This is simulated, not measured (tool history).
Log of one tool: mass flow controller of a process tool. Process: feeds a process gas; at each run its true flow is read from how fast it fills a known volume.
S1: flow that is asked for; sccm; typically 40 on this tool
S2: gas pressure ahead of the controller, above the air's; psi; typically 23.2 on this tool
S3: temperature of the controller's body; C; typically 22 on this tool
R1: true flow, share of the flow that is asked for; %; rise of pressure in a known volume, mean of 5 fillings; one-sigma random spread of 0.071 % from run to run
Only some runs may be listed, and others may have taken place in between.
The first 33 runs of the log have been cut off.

Run 34, hour 8365.1: usual settings but S1 18 sccm, S2 22.5 psi, S3 31 C. Result: R1 98.97 %.
At hour 8543.8: gauge calibrated.
Run 35, hour 8544.5: usual settings but S2 21.0 psi, S3 32 C. Result: R1 100.20 %.
Run 36, hour 8867.0: usual settings but S2 21.0 psi, S3 32 C. Result: R1 100.02 %.
Run 37, hour 9245.3: usual settings but S2 21.0 psi, S3 32 C. Result: R1 100.08 %.
Run 38, hour 9558.1: usual settings but S1 67 sccm, S2 34.2 psi, S3 32 C. Result: R1 99.95 %.
At hour 9830.9: controller's zero set anew.
Run 39, hour 9873.5: usual settings but S2 21.3 psi, S3 24 C. Result: R1 99.42 %.
Run 40, hour 10247.9: usual settings but S1 13 sccm, S2 40.5 psi. Result: R1 98.67 %.
Run 41, hour 10556.6: usual settings but S1 89 sccm, S2 31.0 psi, S3 28 C. Result: R1 99.85 %.
Run 42, hour 10757.3: usual settings but S2 36.0 psi. Result: R1 98.96 %.
Run 43, hour 10984.8: usual settings but S1 11 sccm, S2 36.5 psi, S3 36 C. Result: R1 99.68 %.
Run 44, hour 11290.8: usual settings but S1 51 sccm, S2 23.1 psi, S3 36 C. Result: R1 100.16 %.
Run 45, hour 11553.7: usual settings but S1 10 sccm. Result: R1 98.91 %.
Run 46, hour 11883.0: usual settings but S1 10 sccm. Result: R1 98.77 %.
Run 47, hour 12236.7: usual settings but S2 21.8 psi, S3 32 C. Result: R1 99.75 %.

What if the next run were any one of these 3? Each begins from the tool's condition after run 47:
Run A, hour 12407.8: usual settings but S2 26.4 psi. Result: R1 ?.
Run B, hour 12407.8: usual settings but S1 51 sccm, S2 27.6 psi. Result: R1 ?.
Run C, hour 12407.8: usual settings but S2 34.4 psi, S3 20 C. Result: R1 ?.

run     R1
  A  98.88
  B  98.96
  C  98.46
What these runs would have given with no unlogged condition in the tool:
run     R1
  A  99.38
  B  99.45
  C  98.95

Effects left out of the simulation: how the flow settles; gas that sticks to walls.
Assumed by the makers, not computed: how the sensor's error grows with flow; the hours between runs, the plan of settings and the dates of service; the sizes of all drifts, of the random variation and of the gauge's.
